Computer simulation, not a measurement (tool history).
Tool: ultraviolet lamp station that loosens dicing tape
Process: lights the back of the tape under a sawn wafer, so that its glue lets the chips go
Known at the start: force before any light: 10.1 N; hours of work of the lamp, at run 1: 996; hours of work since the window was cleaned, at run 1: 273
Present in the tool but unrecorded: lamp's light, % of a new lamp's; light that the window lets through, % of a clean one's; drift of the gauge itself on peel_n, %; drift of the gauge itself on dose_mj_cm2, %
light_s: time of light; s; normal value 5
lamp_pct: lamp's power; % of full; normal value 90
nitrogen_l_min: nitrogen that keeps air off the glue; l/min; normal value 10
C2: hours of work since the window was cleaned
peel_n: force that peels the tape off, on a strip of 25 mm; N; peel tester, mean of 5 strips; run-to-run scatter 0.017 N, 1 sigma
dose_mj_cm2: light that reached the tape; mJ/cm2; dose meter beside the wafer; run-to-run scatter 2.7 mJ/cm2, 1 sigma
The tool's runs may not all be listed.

{"run": 1, "hour": 0.0, "light_s": 5, "lamp_pct": 90, "nitrogen_l_min": 10, "hours of work of the lamp": 996, "C2": 273, "peel_n": 1.573, "dose_mj_cm2": 254}
{"run": 2, "hour": 33.5, "light_s": 5, "lamp_pct": 90, "nitrogen_l_min": 10, "hours of work of the lamp": 1022, "C2": 299, "peel_n": 1.661, "dose_mj_cm2": 254}
{"run": 3, "hour": 63.9, "light_s": 5, "lamp_pct": 90, "nitrogen_l_min": 15, "hours of work of the lamp": 1046, "C2": 323, "peel_n": 1.388, "dose_mj_cm2": 247}
{"run": 4, "hour": 100.7, "light_s": 5, "lamp_pct": 90, "nitrogen_l_min": 15, "hours of work of the lamp": 1075, "C2": 351, "peel_n": 1.442, "dose_mj_cm2": 244}
{"run": 5, "hour": 127.7, "light_s": 5, "lamp_pct": 62, "nitrogen_l_min": 10, "hours of work of the lamp": 1096, "C2": 372, "peel_n": 2.926, "dose_mj_cm2": 168}
{"run": 6, "hour": 158.8, "light_s": 5, "lamp_pct": 62, "nitrogen_l_min": 10, "hours of work of the lamp": 1120, "C2": 396, "peel_n": 3.067, "dose_mj_cm2": 162}
{"run": 7, "hour": 190.3, "light_s": 3, "lamp_pct": 62, "nitrogen_l_min": 10, "hours of work of the lamp": 1144, "C2": 421, "peel_n": 4.981, "dose_mj_cm2": 98}
{"run": 8, "hour": 216.8, "light_s": 3, "lamp_pct": 62, "nitrogen_l_min": 10, "hours of work of the lamp": 1165, "C2": 441, "peel_n": 4.995, "dose_mj_cm2": 96}
{"run": 9, "hour": 249.4, "light_s": 3, "lamp_pct": 62, "nitrogen_l_min": 10, "hours of work of the lamp": 1190, "C2": 467, "peel_n": 4.865, "dose_mj_cm2": 94}
{"hour": 271.8, "done": "lamp changed"}
{"run": 10, "hour": 292.2, "light_s": 5, "lamp_pct": 90, "nitrogen_l_min": 18, "hours of work of the lamp": 16, "C2": 499, "peel_n": 0.882, "dose_mj_cm2": 298}
{"run": 11, "hour": 314.0, "light_s": 5, "lamp_pct": 90, "nitrogen_l_min": 8, "hours of work of the lamp": 33, "C2": 516, "peel_n": 1.361, "dose_mj_cm2": 297}
{"run": 12, "hour": 339.5, "light_s": 5, "lamp_pct": 90, "nitrogen_l_min": 16, "hours of work of the lamp": 53, "C2": 536, "peel_n": 0.919, "dose_mj_cm2": 292}
{"run": 13, "hour": 371.1, "light_s": 5, "lamp_pct": 90, "nitrogen_l_min": 16, "hours of work of the lamp": 77, "C2": 561, "peel_n": 0.972, "dose_mj_cm2": 290}
{"run": 14, "hour": 393.3, "light_s": 5, "lamp_pct": 90, "nitrogen_l_min": 16, "hours of work of the lamp": 94, "C2": 578, "peel_n": 0.983, "dose_mj_cm2": 288}
{"run": 15, "hour": 427.4, "light_s": 5, "lamp_pct": 90, "nitrogen_l_min": 16, "hours of work of the lamp": 121, "C2": 604, "peel_n": 1.05, "dose_mj_cm2": 280}
{"hour": 442.4, "done": "window cleaned of glue's vapour"}
{"run": 16, "hour": 448.0, "light_s": 5, "lamp_pct": 90, "nitrogen_l_min": 16, "hours of work of the lamp": 137, "C2": 4, "peel_n": 1.335, "dose_mj_cm2": 248}
{"run": 17, "hour": 469.5, "light_s": 5, "lamp_pct": 90, "nitrogen_l_min": 16, "hours of work of the lamp": 153, "C2": 21, "peel_n": 1.326, "dose_mj_cm2": 249}
{"run": 18, "hour": 489.5, "light_s": 5, "lamp_pct": 90, "nitrogen_l_min": 16, "hours of work of the lamp": 169, "C2": 37, "peel_n": 1.358, "dose_mj_cm2": 245}
{"run": 19, "hour": 514.7, "light_s": 5, "lamp_pct": 90, "nitrogen_l_min": 16, "hours of work of the lamp": 188, "C2": 56, "peel_n": 1.366, "dose_mj_cm2": 245}
{"run": 20, "hour": 543.3, "light_s": 5, "lamp_pct": 90, "nitrogen_l_min": 10, "hours of work of the lamp": 211, "C2": 78, "peel_n": 1.764, "dose_mj_cm2": 240}
{"run": 21, "hour": 567.2, "light_s": 5, "lamp_pct": 90, "nitrogen_l_min": 10, "hours of work of the lamp": 229, "C2": 97, "peel_n": 1.765, "dose_mj_cm2": 239}
{"run": 22, "hour": 599.9, "light_s": 4, "lamp_pct": 68, "nitrogen_l_min": 4, "hours of work of the lamp": 255, "C2": 122, "peel_n": 4.514, "dose_mj_cm2": 142}
{"run": 23, "hour": 632.4, "light_s": 5, "lamp_pct": 75, "nitrogen_l_min": 4, "hours of work of the lamp": 280, "C2": 148, "peel_n": 3.548, "dose_mj_cm2": 185}
{"hour": 666.4, "done": "window cleaned of glue's vapour, once more"}
{"run": 24, "hour": 669.9, "light_s": 5, "lamp_pct": 75, "nitrogen_l_min": 4, "hours of work of the lamp": 309, "C2": 3, "peel_n": 2.37, "dose_mj_cm2": 265}
{"run": 25, "hour": 699.5, "light_s": 4, "lamp_pct": 77, "nitrogen_l_min": 6, "hours of work of the lamp": 332, "C2": 26, "peel_n": 2.626, "dose_mj_cm2": 213}
{"run": 26, "hour": 733.7, "light_s": 4, "lamp_pct": 77, "nitrogen_l_min": 6, "hours of work of the lamp": 358, "C2": 52, "peel_n": 2.678, "dose_mj_cm2": 215}
{"run": 27, "hour": 760.3, "light_s": 4, "lamp_pct": 77, "nitrogen_l_min": 6, "hours of work of the lamp": 379, "C2": 73, "peel_n": 2.62, "dose_mj_cm2": 215}
{"run": 28, "hour": 779.4, "light_s": 2, "lamp_pct": 90, "nitrogen_l_min": 3, "hours of work of the lamp": 394, "C2": 88, "peel_n": 5.501, "dose_mj_cm2": 122}
{"run": 29, "hour": 807.0, "light_s": 2, "lamp_pct": 90, "nitrogen_l_min": 3, "hours of work of the lamp": 415, "C2": 109, "peel_n": 5.563, "dose_mj_cm2": 122}
{"run": 30, "hour": 841.7, "light_s": 2, "lamp_pct": 90, "nitrogen_l_min": 4, "hours of work of the lamp": 442, "C2": 136, "peel_n": 5.039, "dose_mj_cm2": 122}
{"run": 31, "hour": 864.0, "light_s": 8, "lamp_pct": 68, "nitrogen_l_min": 10, "hours of work of the lamp": 460, "C2": 154, "peel_n": 0.784, "dose_mj_cm2": 360}
{"run": 32, "hour": 884.4, "light_s": 3, "lamp_pct": 66, "nitrogen_l_min": 10, "hours of work of the lamp": 475, "C2": 169, "peel_n": 3.811, "dose_mj_cm2": 129}
{"run": 33, "hour": 920.2, "light_s": 5, "lamp_pct": 85, "nitrogen_l_min": 10, "hours of work of the lamp": 503, "C2": 197, "peel_n": 1.387, "dose_mj_cm2": 271}
{"run": 34, "hour": 941.5, "light_s": 5, "lamp_pct": 64, "nitrogen_l_min": 10, "hours of work of the lamp": 520, "C2": 214, "peel_n": 2.251, "dose_mj_cm2": 203}
{"run": 35, "hour": 975.6, "light_s": 5, "lamp_pct": 86, "nitrogen_l_min": 4, "hours of work of the lamp": 546, "C2": 240, "peel_n": 2.347, "dose_mj_cm2": 268}
{"run": 36, "hour": 992.4, "light_s": 4, "lamp_pct": 90, "nitrogen_l_min": 3, "hours of work of the lamp": 559, "C2": 253, "peel_n": 3.266, "dose_mj_cm2": 224}
{"run": 37, "hour": 1022.1, "light_s": 4, "lamp_pct": 90, "nitrogen_l_min": 3, "hours of work of the lamp": 583, "C2": 277, "peel_n": 3.215, "dose_mj_cm2": 221}
{"run": 38, "hour": 1060.1, "light_s": 4, "lamp_pct": 90, "nitrogen_l_min": 3, "hours of work of the lamp": 612, "C2": 306, "peel_n": 3.396, "dose_mj_cm2": 218}
{"run": 39, "hour": 1078.7, "light_s": 4, "lamp_pct": 90, "nitrogen_l_min": 3, "hours of work of the lamp": 626, "C2": 320, "peel_n": 3.483, "dose_mj_cm2": 218}

Branching from run 39: 5 alternative next runs. What would each branch give?
{"run": "A", "hour": 1102.4, "light_s": 5, "lamp_pct": 99, "nitrogen_l_min": 7, "hours of work of the lamp": 645, "C2": 339, "peel_n": "?", "dose_mj_cm2": "?"}
{"run": "B", "hour": 1102.4, "light_s": 4, "lamp_pct": 66, "nitrogen_l_min": 7, "hours of work of the lamp": 645, "C2": 339, "peel_n": "?", "dose_mj_cm2": "?"}
{"run": "C", "hour": 1102.4, "light_s": 4, "lamp_pct": 62, "nitrogen_l_min": 3, "hours of work of the lamp": 645, "C2": 339, "peel_n": "?", "dose_mj_cm2": "?"}
{"run": "D", "hour": 1102.4, "light_s": 2, "lamp_pct": 91, "nitrogen_l_min": 16, "hours of work of the lamp": 645, "C2": 339, "peel_n": "?", "dose_mj_cm2": "?"}
{"run": "E", "hour": 1102.4, "light_s": 2, "lamp_pct": 90, "nitrogen_l_min": 10, "hours of work of the lamp": 645, "C2": 339, "peel_n": "?", "dose_mj_cm2": "?"}

run=A peel_n=1.46 dose_mj_cm2=294
run=B peel_n=3.646 dose_mj_cm2=161
run=C peel_n=4.773 dose_mj_cm2=149
run=D peel_n=4.031 dose_mj_cm2=109
run=E peel_n=4.607 dose_mj_cm2=109
Without the tool's unlogged condition, the same runs would have read:
run=A peel_n=0.846 dose_mj_cm2=384
run=B peel_n=2.668 dose_mj_cm2=210
run=C peel_n=3.819 dose_mj_cm2=193
run=D peel_n=3.068 dose_mj_cm2=142
run=E peel_n=3.625 dose_mj_cm2=142

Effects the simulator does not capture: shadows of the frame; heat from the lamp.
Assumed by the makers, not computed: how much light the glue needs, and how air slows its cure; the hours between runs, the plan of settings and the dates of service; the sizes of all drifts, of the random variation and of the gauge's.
